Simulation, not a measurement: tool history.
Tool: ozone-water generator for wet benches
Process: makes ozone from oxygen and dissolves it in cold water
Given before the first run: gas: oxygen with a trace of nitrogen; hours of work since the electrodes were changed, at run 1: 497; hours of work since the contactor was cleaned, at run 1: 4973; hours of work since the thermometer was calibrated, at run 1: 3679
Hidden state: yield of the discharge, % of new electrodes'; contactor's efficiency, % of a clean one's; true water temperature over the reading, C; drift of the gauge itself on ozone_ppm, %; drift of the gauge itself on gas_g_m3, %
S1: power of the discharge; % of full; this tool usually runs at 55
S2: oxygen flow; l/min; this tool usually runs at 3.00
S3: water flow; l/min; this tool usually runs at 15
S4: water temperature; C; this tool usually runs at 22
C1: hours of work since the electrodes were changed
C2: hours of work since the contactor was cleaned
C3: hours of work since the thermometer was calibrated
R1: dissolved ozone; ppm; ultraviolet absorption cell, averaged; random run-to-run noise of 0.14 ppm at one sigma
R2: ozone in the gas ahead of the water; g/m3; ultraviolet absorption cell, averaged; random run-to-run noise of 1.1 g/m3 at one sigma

run,hour,S1,S2,S3,S4,C1,C2,C3,R1,R2
1,0.0,55,3.00,15,22,497,4973,3679,14.9,196.6
2,61.2,55,3.00,15,16,557,5032,3739,16.2,194.3
3,146.4,55,4.10,15,22,640,5115,3822,14.7,160.5
4,214.8,55,4.10,15,16,707,5182,3889,15.9,162.3
5,295.6,55,3.00,15,22,786,5261,3967,14.9,195.7
6,348.9,55,3.00,15,22,838,5313,4019,14.9,195.0
7,438.3,55,2.53,15,22,925,5400,4107,14.6,216.4
8,509.3,55,2.53,15,15,994,5469,4176,16.0,216.3
9,595.0,55,2.53,14,15,1078,5553,4259,17.4,215.5
10,663.9,55,2.53,14,15,1145,5620,4327,17.2,213.5
11,752.7,55,2.53,13,15,1231,5707,4413,18.7,213.7
12,816.8,55,2.53,13,15,1294,5769,4476,18.5,215.1
13,861.2,91,1.67,12,23,1337,5812,4519,28.1,424.8
14,939.6,91,1.67,12,23,1414,5889,4596,27.6,428.9
15,985.3,91,1.67,11,23,1458,5933,4640,30.3,425.7
16,1046.3,55,2.14,23,22,1518,5993,4700,9.0,237.2
17,1127.7,55,3.00,14,15,1597,6072,4779,17.1,193.9
18,1196.6,55,3.00,15,15,1664,6140,4846,16.1,196.1
19,1270.7,55,3.00,15,15,1737,6212,4918,16.0,192.1
# hour 1323.6: water thermometer calibrated
20,1363.2,55,3.00,15,15,1826,6302,39,16.0,190.8
21,1432.5,41,3.00,17,15,1894,6369,106,10.9,149.1
22,1508.0,41,3.00,17,15,1967,6443,180,10.7,149.6

Some steps in R1 between neighbouring runs. How much of each would the tool show without its hidden state too (settings, what came in, random variation), and how much is left for the hidden state, with any gauge scatter that isn't in both results?
Run 12 -> 13: S1 55 -> 91, S2 2.53 -> 1.67, S3 13 -> 12, S4 15 -> 23. R1 +9.6 ppm: hidden state -1.1, all else +10.7.
Run 15 -> 16: S1 91 -> 55, S2 1.67 -> 2.14, S3 11 -> 23, S4 23 -> 22. R1 -21.3 ppm: hidden state +1.9, all else -23.2.
